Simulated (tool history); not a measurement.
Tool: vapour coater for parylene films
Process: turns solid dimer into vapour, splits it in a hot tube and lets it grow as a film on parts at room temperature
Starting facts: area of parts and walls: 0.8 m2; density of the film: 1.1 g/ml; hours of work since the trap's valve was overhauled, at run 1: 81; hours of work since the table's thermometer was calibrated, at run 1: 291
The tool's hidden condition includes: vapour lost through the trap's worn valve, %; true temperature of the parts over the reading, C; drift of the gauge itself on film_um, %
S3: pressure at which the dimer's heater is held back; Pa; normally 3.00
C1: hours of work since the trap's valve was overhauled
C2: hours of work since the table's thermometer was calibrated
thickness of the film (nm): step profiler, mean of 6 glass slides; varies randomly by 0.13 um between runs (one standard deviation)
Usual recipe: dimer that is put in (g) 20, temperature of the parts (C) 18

Run 1, hour 0.0: usual settings; C1 81; C2 291. Result: thickness of the film (nm) 16010.
Run 2, hour 72.3: usual settings; C1 125; C2 335. Result: thickness of the film (nm) 15790.
Run 3, hour 133.6: usual settings; C1 163; C2 373. Result: thickness of the film (nm) 15630.
Run 4, hour 169.8: usual settings; C1 185; C2 395. Result: thickness of the film (nm) 15730.
Run 5, hour 206.3: usual settings; C1 207; C2 417. Result: thickness of the film (nm) 15480.
Run 6, hour 240.1: usual settings; C1 228; C2 437. Result: thickness of the film (nm) 15470.
Run 7, hour 282.6: usual settings; C1 253; C2 463. Result: thickness of the film (nm) 15190.
Run 8, hour 315.7: usual settings but S3 6.15 Pa; C1 274; C2 483. Result: thickness of the film (nm) 14490.
Run 9, hour 368.0: usual settings but S3 6.15 Pa; C1 305; C2 515. Result: thickness of the film (nm) 14200.
Run 10, hour 426.4: usual settings but S3 6.15 Pa; C1 341; C2 551. Result: thickness of the film (nm) 14240.
Run 11, hour 502.0: usual settings but S3 6.15 Pa; C1 387; C2 597. Result: thickness of the film (nm) 14000.
Run 12, hour 547.1: usual settings but dimer that is put in (g) 18, temperature of the parts (C) 11, S3 2.32 Pa; C1 415; C2 624. Result: thickness of the film (nm) 15060.
Run 13, hour 605.4: usual settings but dimer that is put in (g) 15, S3 2.37 Pa; C1 450; C2 660. Result: thickness of the film (nm) 11240.
Run 14, hour 675.6: usual settings but dimer that is put in (g) 13, temperature of the parts (C) 13, S3 2.26 Pa; C1 493; C2 703. Result: thickness of the film (nm) 10530.
At hour 695.4: trap's valve overhauled.
Run 15, hour 736.6: usual settings but dimer that is put in (g) 13, temperature of the parts (C) 13, S3 2.26 Pa; C1 25; C2 737. Result: thickness of the film (nm) 11490.
Run 16, hour 812.2: usual settings but temperature of the parts (C) 26, S3 2.78 Pa; C1 71; C2 783. Result: thickness of the film (nm) 13990.
Run 17, hour 863.4: usual settings but temperature of the parts (C) 20, S3 2.78 Pa; C1 102; C2 815. Result: thickness of the film (nm) 15250.
Run 18, hour 924.8: usual settings but dimer that is put in (g) 19, temperature of the parts (C) 15, S3 2.78 Pa; C1 140; C2 852. Result: thickness of the film (nm) 15620.
Run 19, hour 958.0: usual settings but dimer that is put in (g) 11, temperature of the parts (C) 30, S3 2.79 Pa; C1 160; C2 872. Result: thickness of the film (nm) 7140.
Run 20, hour 998.0: usual settings but temperature of the parts (C) 11, S3 2.79 Pa; C1 184; C2 897. Result: thickness of the film (nm) 17400.
Run 21, hour 1044.7: usual settings but dimer that is put in (g) 8, temperature of the parts (C) 14, S3 2.01 Pa; C1 213; C2 925. Result: thickness of the film (nm) 6750.

5 ways to go on from here, each from the tool as it stands after run 21. What would each give?
Run A, hour 1084.6: usual settings but dimer that is put in (g) 8, temperature of the parts (C) 28, S3 10.93 Pa; C1 237; C2 949. Result: thickness of the film (nm) ?.
Run B, hour 1084.6: usual settings but dimer that is put in (g) 35; C1 237; C2 949. Result: thickness of the film (nm) ?.
Run C, hour 1084.6: usual settings but temperature of the parts (C) 25; C1 237; C2 949. Result: thickness of the film (nm) ?.
Run D, hour 1084.6: usual settings but dimer that is put in (g) 8, temperature of the parts (C) 16, S3 2.01 Pa; C1 237; C2 949. Result: thickness of the film (nm) ?.
Run E, hour 1084.6: usual settings but dimer that is put in (g) 32, temperature of the parts (C) 17; C1 237; C2 949. Result: thickness of the film (nm) ?.

run  thickness of the film (nm)
  A                        4760
  B                       26880
  C                       13540
  D                        6490
  E                       25110
Without the tool's hidden state the same runs would have given:
run  thickness of the film (nm)
  A                        5050
  B                       28560
  C                       14390
  D                        6900
  E                       26680

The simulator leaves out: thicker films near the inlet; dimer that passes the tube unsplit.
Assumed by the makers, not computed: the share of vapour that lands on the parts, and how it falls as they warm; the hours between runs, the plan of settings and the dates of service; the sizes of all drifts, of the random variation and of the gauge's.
